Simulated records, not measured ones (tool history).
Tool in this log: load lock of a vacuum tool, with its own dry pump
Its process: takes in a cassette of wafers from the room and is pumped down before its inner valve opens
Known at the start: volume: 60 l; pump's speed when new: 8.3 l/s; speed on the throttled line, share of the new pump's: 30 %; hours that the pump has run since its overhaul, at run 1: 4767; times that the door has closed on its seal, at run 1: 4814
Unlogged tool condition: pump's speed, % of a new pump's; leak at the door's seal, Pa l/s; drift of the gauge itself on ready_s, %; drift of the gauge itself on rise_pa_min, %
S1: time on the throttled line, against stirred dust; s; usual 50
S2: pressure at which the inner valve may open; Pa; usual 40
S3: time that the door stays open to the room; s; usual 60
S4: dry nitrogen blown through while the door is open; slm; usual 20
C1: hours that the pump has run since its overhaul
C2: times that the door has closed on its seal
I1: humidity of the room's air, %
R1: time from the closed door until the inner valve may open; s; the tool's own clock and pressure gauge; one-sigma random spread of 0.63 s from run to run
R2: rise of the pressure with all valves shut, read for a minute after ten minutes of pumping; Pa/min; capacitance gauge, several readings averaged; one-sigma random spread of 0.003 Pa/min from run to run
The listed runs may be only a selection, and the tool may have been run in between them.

| run | hour | S1 | S2 | S3 | S4 | C1 | C2 | I1 | R1 | R2 |
|---|---|---|---|---|---|---|---|---|---|---|
| 1 | 0.0 | 50 | 40 | 60 | 20 | 4767 | 4814 | 45.6 | 93.9 | 0.070 |
| 2 | 124.7 | 50 | 40 | 60 | 20 | 4892 | 5396 | 49.0 | 93.1 | 0.074 |
| 3 | 286.8 | 50 | 40 | 60 | 20 | 5054 | 6152 | 51.6 | 92.8 | 0.084 |
| 4 | 506.7 | 50 | 40 | 60 | 20 | 5274 | 7179 | 45.7 | 94.0 | 0.092 |
| 5 | 617.9 | 50 | 28 | 60 | 20 | 5385 | 7697 | 44.9 | 96.7 | 0.099 |
| 6 | 757.9 | 50 | 30 | 60 | 20 | 5525 | 8351 | 45.1 | 96.9 | 0.104 |
| 7 | 920.0 | 50 | 30 | 60 | 20 | 5687 | 9108 | 48.0 | 96.2 | 0.117 |
| 8 | 1034.9 | 50 | 40 | 60 | 20 | 5802 | 9644 | 43.6 | 92.6 | 0.122 |
| 9 | 1148.1 | 50 | 40 | 60 | 20 | 5915 | 10173 | 45.0 | 93.8 | 0.127 |
| 10 | 1377.6 | 50 | 40 | 60 | 20 | 6145 | 11243 | 46.9 | 93.7 | 0.148 |
| 11 | 1563.3 | 50 | 40 | 30 | 20 | 6330 | 12110 | 43.3 | 93.9 | 0.143 |
| 12 | 1701.4 | 50 | 40 | 30 | 20 | 6469 | 12755 | 42.8 | 94.4 | 0.152 |
| 13 | 1957.6 | 50 | 40 | 30 | 20 | 6725 | 13950 | 45.7 | 94.1 | 0.168 |
| 14 | 2169.1 | 50 | 40 | 30 | 20 | 6936 | 14938 | 44.3 | 93.7 | 0.189 |
| 15 | 2344.5 | 50 | 40 | 30 | 20 | 7112 | 15756 | 44.3 | 94.6 | 0.198 |
| 16 | 2471.3 | 50 | 40 | 30 | 20 | 7239 | 16348 | 45.9 | 94.2 | 0.211 |
| 17 | 2715.0 | 50 | 40 | 62 | 20 | 7482 | 17486 | 42.9 | 94.4 | 0.245 |
| 18 | 2819.7 | 50 | 61 | 60 | 20 | 7587 | 17974 | 46.7 | 92.0 | 0.260 |
| 19 | 3048.3 | 50 | 61 | 60 | 20 | 7815 | 19041 | 42.8 | 92.3 | 0.273 |
| 20 | 3296.8 | 50 | 61 | 71 | 20 | 8064 | 20201 | 45.6 | 91.4 | 0.310 |
| 21 | 3440.9 | 27 | 29 | 60 | 20 | 8208 | 20874 | 44.0 | 81.8 | 0.316 |
| 22 | 3583.1 | 50 | 58 | 212 | 8 | 8350 | 21538 | 41.9 | 93.1 | 0.383 |
| 23 | 3836.0 | 50 | 43 | 212 | 13 | 8603 | 22718 | 44.0 | 93.0 | 0.411 |
| 24 | 3986.7 | 50 | 43 | 212 | 13 | 8754 | 23421 | 47.4 | 94.8 | 0.424 |
| 25 | 4219.6 | 50 | 43 | 212 | 13 | 8987 | 24508 | 44.1 | 94.4 | 0.463 |
| 26 | 4337.8 | 50 | 43 | 212 | 13 | 9105 | 25060 | 44.7 | 95.2 | 0.460 |
| 27 | 4491.8 | 50 | 40 | 43 | 8 | 9259 | 25779 | 46.3 | 94.8 | 0.434 |
| 28 | 4749.6 | 36 | 40 | 60 | 11 | 9517 | 26982 | 47.9 | 85.1 | 0.475 |
| 29 | 4919.7 | 36 | 40 | 60 | 11 | 9687 | 27776 | 47.2 | 86.5 | 0.497 |
| 30 | 5074.3 | 41 | 40 | 223 | 6 | 9841 | 28498 | 43.7 | 89.4 | 0.584 |
|  | 5255.6 | door's seal changed, seat wiped |
| 31 | 5258.2 | 41 | 40 | 223 | 6 | 10024 | 12 | 49.2 | 90.0 | 0.131 |
| 32 | 5495.7 | 88 | 40 | 60 | 12 | 10261 | 1121 | 45.1 | 120.7 | 0.055 |
| 33 | 5628.3 | 88 | 55 | 99 | 5 | 10394 | 1740 | 41.8 | 118.9 | 0.081 |
| 34 | 5876.5 | 88 | 31 | 129 | 8 | 10642 | 2898 | 44.2 | 123.8 | 0.102 |
| 35 | 6137.3 | 66 | 79 | 195 | 11 | 10903 | 4115 | 49.0 | 101.9 | 0.129 |
| 36 | 6359.8 | 66 | 79 | 195 | 11 | 11126 | 5154 | 47.5 | 101.4 | 0.134 |
| 37 | 6525.2 | 36 | 79 | 42 | 11 | 11291 | 5926 | 45.5 | 81.7 | 0.092 |
| 38 | 6730.2 | 50 | 35 | 60 | 20 | 11496 | 6883 | 43.6 | 97.5 | 0.096 |

3 options for the next run, each taken on its own from the tool as it stands now. Forecast them:
| A | 6860.3 | 50 | 68 | 60 | 35 | 11626 | 7490 | 44.4 | ? | ? |
| B | 6860.3 | 50 | 59 | 228 | 10 | 11626 | 7490 | 43.5 | ? | ? |
| C | 6860.3 | 50 | 48 | 30 | 37 | 11626 | 7490 | 46.4 | ? | ? |

| run | R1 | R2 |
|---|---|---|
| A | 92.4 | 0.097 |
| B | 92.6 | 0.167 |
| C | 94.9 | 0.086 |
With the hidden condition removed and each run's random variation left untouched, the same runs would have given:
| run | R1 | R2 |
|---|---|---|
| A | 88.4 | 0.035 |
| B | 88.5 | 0.105 |
| C | 90.7 | 0.024 |

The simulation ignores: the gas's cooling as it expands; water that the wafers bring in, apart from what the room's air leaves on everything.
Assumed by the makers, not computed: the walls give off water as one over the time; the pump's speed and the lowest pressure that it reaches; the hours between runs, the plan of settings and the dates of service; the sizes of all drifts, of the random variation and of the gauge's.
